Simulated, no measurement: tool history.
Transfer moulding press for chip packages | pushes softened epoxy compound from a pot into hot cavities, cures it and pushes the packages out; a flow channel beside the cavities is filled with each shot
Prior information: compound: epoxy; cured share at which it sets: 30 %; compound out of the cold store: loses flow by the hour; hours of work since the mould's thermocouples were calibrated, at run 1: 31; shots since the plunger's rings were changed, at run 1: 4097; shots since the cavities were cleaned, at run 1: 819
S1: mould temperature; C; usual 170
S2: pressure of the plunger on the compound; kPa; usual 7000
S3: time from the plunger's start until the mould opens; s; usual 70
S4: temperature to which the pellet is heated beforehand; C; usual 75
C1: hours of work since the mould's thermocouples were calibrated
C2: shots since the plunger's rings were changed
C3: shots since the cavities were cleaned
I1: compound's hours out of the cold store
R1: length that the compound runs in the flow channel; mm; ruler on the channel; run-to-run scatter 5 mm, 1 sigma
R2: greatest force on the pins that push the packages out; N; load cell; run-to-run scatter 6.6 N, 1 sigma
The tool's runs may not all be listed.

run,hour,S1,S2,S3,S4,C1,C2,C3,I1,R1,R2
1,0,170,7000,70,75,31,4097,819,12.8,521,485
# hour 2.9: cavities cleaned with cleaning compound and waxed
2,11.9,170,7000,70,82,35,4212,100,35.8,466,292
3,31.8,173,7000,70,82,44,4430,318,45.7,443,294
4,42.2,170,7000,73,75,48,4545,433,28.3,478,344
# hour 59.3: plunger's sealing rings changed
5,59.3,174,7000,70,75,54,0,593,36.3,496,345
6,73,174,7000,70,75,60,151,744,43.2,488,361
# hour 83: cavities cleaned with cleaning compound and waxed
7,85.5,174,7000,70,75,65,272,28,10.5,567,246
8,100.5,162,7000,70,75,71,436,192,30.8,529,585
9,120.8,162,7000,87,75,79,660,416,41.4,497,388
10,141.5,165,5280,76,79,88,887,643,40.2,426,457
11,154.6,170,7000,54,75,93,1032,788,30.6,511,866
# hour 160.9: cavities cleaned with cleaning compound and waxed
12,170,170,7000,53,68,99,1184,99,34.2,501,615

Each row is a separate what-if for the run after 12, all from the same tool condition, not one after another. Results?
A,179.1,175,7000,53,72,103,1284,199,41.8,?,?
B,179.1,173,7000,62,79,103,1284,199,40.8,?,?
C,179.1,170,5500,53,68,103,1284,199,43.7,?,?
D,179.1,170,7000,70,73,103,1284,199,11.5,?,?
E,179.1,173,7000,70,75,103,1284,199,24.5,?,?

run,R1,R2
A,479,477
B,476,350
C,423,648
D,566,364
E,534,282
Had the tool no hidden state, the same runs would have come out as:
run,R1,R2
A,490,377
B,487,276
C,433,513
D,579,289
E,546,224
